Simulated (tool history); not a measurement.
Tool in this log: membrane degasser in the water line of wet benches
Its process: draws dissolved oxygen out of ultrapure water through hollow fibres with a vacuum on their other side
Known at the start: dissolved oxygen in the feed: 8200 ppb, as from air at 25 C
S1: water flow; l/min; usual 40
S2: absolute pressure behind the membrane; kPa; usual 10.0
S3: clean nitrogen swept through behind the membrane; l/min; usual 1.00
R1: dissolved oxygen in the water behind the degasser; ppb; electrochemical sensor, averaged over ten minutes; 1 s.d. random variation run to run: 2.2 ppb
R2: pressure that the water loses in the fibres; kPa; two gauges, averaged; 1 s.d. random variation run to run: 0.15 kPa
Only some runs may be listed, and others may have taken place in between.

run	hour	S1	S2	S3	R1	R2
1	0.0	40	10.0	1.00	530.3	46.17
2	40.4	40	23.0	1.00	1387.9	46.02
3	86.8	40	23.0	1.00	1383.6	45.99
4	126.3	40	23.0	1.00	1378.0	46.31
5	154.4	40	23.0	1.00	1386.0	46.02
6	180.0	40	23.0	1.00	1381.5	46.13
7	214.6	40	10.0	0.48	878.6	45.80
8	234.4	40	10.0	0.68	703.8	45.92
9	261.8	40	10.0	0.68	698.9	46.08
10	301.7	40	7.2	1.00	325.1	46.09
11	346.7	40	7.2	1.00	326.9	45.97
12	377.2	40	7.2	1.00	327.2	46.29
13	412.9	40	7.2	1.00	328.3	45.99
14	447.9	29	10.0	1.00	411.9	33.17
15	470.0	29	10.0	1.00	413.1	33.55
16	508.3	40	10.0	1.00	532.6	46.33
17	554.0	29	15.1	0.61	991.5	33.37
18	586.4	24	6.4	0.61	256.0	27.49
19	628.0	40	7.6	1.05	346.3	46.23
20	673.5	40	7.6	1.05	347.7	46.48
21	719.8	40	21.8	1.96	790.1	46.43
22	766.2	25	7.9	1.00	258.5	28.72
23	814.6	25	7.9	1.00	259.1	28.66
24	851.1	25	7.9	1.00	258.8	28.61
25	887.5	40	23.8	2.79	655.0	46.28
26	915.3	40	23.8	2.79	648.9	46.22
27	959.9	51	20.1	1.40	1142.8	58.98
28	980.9	28	9.6	1.31	305.1	32.30
29	1023.3	28	9.6	1.31	307.0	32.30
30	1045.4	28	21.4	1.31	797.4	32.46
31	1091.3	28	21.4	1.31	805.9	32.41

Forecast each of these 3 alternatives for the next run:
A	1130.6	40	6.7	1.00	?	?
B	1130.6	62	21.4	1.31	?	?
C	1130.6	56	10.9	1.74	?	?

run	R1	R2
A	295.3	46.30
B	1460.1	71.75
C	521.4	64.96
Had the tool no hidden state, the same runs would have come out as:
run	R1	R2
A	284.5	45.88
B	1449.8	71.09
C	511.5	64.36

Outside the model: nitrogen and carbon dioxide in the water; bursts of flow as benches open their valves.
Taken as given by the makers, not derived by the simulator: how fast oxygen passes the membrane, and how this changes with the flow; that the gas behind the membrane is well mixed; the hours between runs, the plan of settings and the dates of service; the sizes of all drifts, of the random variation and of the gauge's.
